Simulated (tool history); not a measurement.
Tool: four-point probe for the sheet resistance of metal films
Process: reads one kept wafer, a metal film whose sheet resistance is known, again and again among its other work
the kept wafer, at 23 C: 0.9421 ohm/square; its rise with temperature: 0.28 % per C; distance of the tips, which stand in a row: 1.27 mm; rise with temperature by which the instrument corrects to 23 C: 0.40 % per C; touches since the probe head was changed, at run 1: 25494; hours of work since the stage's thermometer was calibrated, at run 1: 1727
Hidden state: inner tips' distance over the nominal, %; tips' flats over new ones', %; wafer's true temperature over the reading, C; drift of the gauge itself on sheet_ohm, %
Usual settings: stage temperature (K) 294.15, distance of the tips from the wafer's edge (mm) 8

run,day,stage temperature (K),distance of the tips from the wafer's edge (mm),touches since the probe head was changed,hours of work since the stage's thermometer was calibrated,sheet resistance as the instrument gives it (ohm/square)
1,0,294.15,8,25494,1727,0.960906
2,1.579,294.15,8,26257,1743,0.961031
3,2.558,294.15,8,26729,1752,0.961115
4,3.942,295.15,8,27397,1766,0.959479
5,5.217,295.15,8,28011,1779,0.960075
6,6.575,294.15,10,28668,1792,0.956376
7,7.471,294.15,10,29100,1801,0.956424
8,8.642,294.15,10,29664,1812,0.956739
9,9.938,294.15,10,30290,1825,0.956577
10,10.688,294.15,10,30651,1833,0.956206
11,11.862,294.15,10,31218,1844,0.956573
12,13.046,293.15,10,31789,1856,0.957977
13,14.567,293.15,10,32522,1871,0.95802
14,15.379,293.15,10,32915,1879,0.958224
15,16.304,294.15,14,33361,1888,0.952231
16,17.717,294.15,14,34042,1902,0.953104
17,19.254,294.15,14,34784,1917,0.953136
18,20.3,294.15,14,35289,1927,0.953143
19,21.433,294.15,14,35836,1939,0.953142
20,22.975,294.15,4,36579,1954,0.997138
21,24.446,294.15,4,37289,1968,0.997685
22,25.979,294.15,4,38030,1984,0.99738
23,27.492,294.15,4,38759,1998,0.997705
24,28.829,298.15,4,39404,2012,0.992783
25,30.379,291.15,8,40152,2027,0.965141
26,31.333,292.15,17,40613,2036,0.954091
27,32.504,294.15,6,41178,2048,0.971093
28,33.65,293.15,11,41730,2059,0.956645
29,35.238,293.15,11,42497,2075,0.956943
30,36.112,300.15,8,42919,2084,0.954725

The next listed run, before its measurement:
31,37.017,300.15,8,43355,2092,?

{"run 31": {"sheet resistance as the instrument gives it (ohm/square)": 0.954501}}
Without the tool's hidden state the same run would have given sheet resistance as the instrument gives it (ohm/square) 0.949944.
